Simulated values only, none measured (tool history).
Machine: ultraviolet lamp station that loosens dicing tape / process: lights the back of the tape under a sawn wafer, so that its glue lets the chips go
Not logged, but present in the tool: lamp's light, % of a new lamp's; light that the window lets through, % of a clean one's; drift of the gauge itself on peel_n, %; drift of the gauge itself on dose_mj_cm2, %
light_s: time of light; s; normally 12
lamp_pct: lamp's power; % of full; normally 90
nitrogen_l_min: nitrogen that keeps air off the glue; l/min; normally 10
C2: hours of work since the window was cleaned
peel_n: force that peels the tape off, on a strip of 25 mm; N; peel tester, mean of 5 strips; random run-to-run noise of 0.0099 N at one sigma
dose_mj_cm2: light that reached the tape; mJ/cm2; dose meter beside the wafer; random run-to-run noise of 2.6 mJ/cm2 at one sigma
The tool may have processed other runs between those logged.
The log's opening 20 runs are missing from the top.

Run 21, hour 723.1: usual settings; hours of work of the lamp 1179; C2 241. Result: peel_n 0.931 N, dose_mj_cm2 225 mJ/cm2.
Run 22, hour 762.2: usual settings; hours of work of the lamp 1206; C2 268. Result: peel_n 0.966 N, dose_mj_cm2 220 mJ/cm2.
Run 23, hour 812.7: usual settings but light_s 13 s, nitrogen_l_min 14 l/min; hours of work of the lamp 1240; C2 302. Result: peel_n 0.687 N, dose_mj_cm2 239 mJ/cm2.
Run 24, hour 846.9: usual settings but light_s 20 s, lamp_pct 87 % of full, nitrogen_l_min 15 l/min; hours of work of the lamp 1263; C2 325. Result: peel_n 0.345 N, dose_mj_cm2 349 mJ/cm2.
Run 25, hour 890.4: usual settings but light_s 10 s, lamp_pct 61 % of full; hours of work of the lamp 1292; C2 354. Result: peel_n 2.354 N, dose_mj_cm2 120 mJ/cm2.
Run 26, hour 937.8: usual settings but light_s 7 s, lamp_pct 88 % of full, nitrogen_l_min 12 l/min; hours of work of the lamp 1325; C2 386. Result: peel_n 2.144 N, dose_mj_cm2 119 mJ/cm2.
Run 27, hour 987.1: usual settings but light_s 21 s, lamp_pct 91 % of full; hours of work of the lamp 1358; C2 420. Result: peel_n 0.381 N, dose_mj_cm2 367 mJ/cm2.
Run 28, hour 1011.8: usual settings but lamp_pct 92 % of full, nitrogen_l_min 7 l/min; hours of work of the lamp 1375; C2 436. Result: peel_n 1.317 N, dose_mj_cm2 211 mJ/cm2.
Run 29, hour 1042.6: usual settings but nitrogen_l_min 4 l/min; hours of work of the lamp 1396; C2 457. Result: peel_n 1.87 N, dose_mj_cm2 199 mJ/cm2.
Run 30, hour 1087.3: usual settings but nitrogen_l_min 4 l/min; hours of work of the lamp 1426; C2 488. Result: peel_n 1.908 N, dose_mj_cm2 199 mJ/cm2.
Run 31, hour 1141.5: usual settings but nitrogen_l_min 4 l/min; hours of work of the lamp 1462; C2 524. Result: peel_n 2.053 N, dose_mj_cm2 193 mJ/cm2.
Run 32, hour 1173.7: usual settings but light_s 11 s, lamp_pct 62 % of full, nitrogen_l_min 7 l/min; hours of work of the lamp 1484; C2 546. Result: peel_n 2.78 N, dose_mj_cm2 117 mJ/cm2.
Run 33, hour 1218.3: usual settings but light_s 6 s, lamp_pct 95 % of full, nitrogen_l_min 5 l/min; hours of work of the lamp 1514; C2 576. Result: peel_n 3.605 N, dose_mj_cm2 96 mJ/cm2.
Run 34, hour 1246.3: usual settings but light_s 14 s, lamp_pct 95 % of full, nitrogen_l_min 5 l/min; hours of work of the lamp 1533; C2 595. Result: peel_n 1.398 N, dose_mj_cm2 226 mJ/cm2.
At hour 1264.1: window cleaned of glue's vapour.
Run 35, hour 1287.2: usual settings but light_s 7 s, lamp_pct 69 % of full, nitrogen_l_min 11 l/min; hours of work of the lamp 1561; C2 16. Result: peel_n 2.908 N, dose_mj_cm2 91 mJ/cm2.
At hour 1292.2: lamp changed.
Run 36, hour 1311.1: usual settings but lamp_pct 65 % of full; hours of work of the lamp 13; C2 31. Result: peel_n 0.802 N, dose_mj_cm2 245 mJ/cm2.
Run 37, hour 1363.8: usual settings but lamp_pct 65 % of full; hours of work of the lamp 49; C2 67. Result: peel_n 0.837 N, dose_mj_cm2 243 mJ/cm2.
Run 38, hour 1406.1: usual settings but light_s 10 s, lamp_pct 69 % of full, nitrogen_l_min 8 l/min; hours of work of the lamp 77; C2 95. Result: peel_n 1.246 N, dose_mj_cm2 208 mJ/cm2.
Run 39, hour 1459.3: usual settings but light_s 10 s, lamp_pct 69 % of full, nitrogen_l_min 3 l/min; hours of work of the lamp 113; C2 131. Result: peel_n 2.153 N, dose_mj_cm2 207 mJ/cm2.
Run 40, hour 1483.7: usual settings but light_s 13 s, lamp_pct 69 % of full, nitrogen_l_min 12 l/min; hours of work of the lamp 130; C2 148. Result: peel_n 0.621 N, dose_mj_cm2 265 mJ/cm2.
Run 41, hour 1531: usual settings but light_s 10 s, lamp_pct 70 % of full, nitrogen_l_min 16 l/min; hours of work of the lamp 162; C2 180. Result: peel_n 0.855 N, dose_mj_cm2 204 mJ/cm2.
Run 42, hour 1561: usual settings but light_s 10 s, lamp_pct 70 % of full, nitrogen_l_min 16 l/min; hours of work of the lamp 182; C2 200. Result: peel_n 0.874 N, dose_mj_cm2 198 mJ/cm2.
Run 43, hour 1589.4: usual settings but light_s 10 s, lamp_pct 70 % of full, nitrogen_l_min 16 l/min; hours of work of the lamp 201; C2 220. Result: peel_n 0.877 N, dose_mj_cm2 202 mJ/cm2.
Run 44, hour 1612.3: usual settings but light_s 16 s, lamp_pct 84 % of full, nitrogen_l_min 4 l/min; hours of work of the lamp 217; C2 235. Result: peel_n 0.641 N, dose_mj_cm2 386 mJ/cm2.

Consider 3 possible next runs. They are alternatives, not a sequence: every one starts from the tool as it was left by run 44. What does each give?
Run A, hour 1640: usual settings but light_s 22 s, lamp_pct 65 % of full, nitrogen_l_min 7 l/min; hours of work of the lamp 235; C2 254. Result: peel_n ?, dose_mj_cm2 ?.
Run B, hour 1640: usual settings but light_s 15 s, lamp_pct 67 % of full; hours of work of the lamp 235; C2 254. Result: peel_n ?, dose_mj_cm2 ?.
Run C, hour 1640: usual settings but light_s 18 s, lamp_pct 83 % of full, nitrogen_l_min 4 l/min; hours of work of the lamp 235; C2 254. Result: peel_n ?, dose_mj_cm2 ?.

run  peel_n  dose_mj_cm2
  A   0.404          404
  B   0.601          285
  C   0.549          418
Without the tool's hidden state the same runs would have given:
run  peel_n  dose_mj_cm2
  A   0.333          456
  B    0.48          322
  C   0.439          472
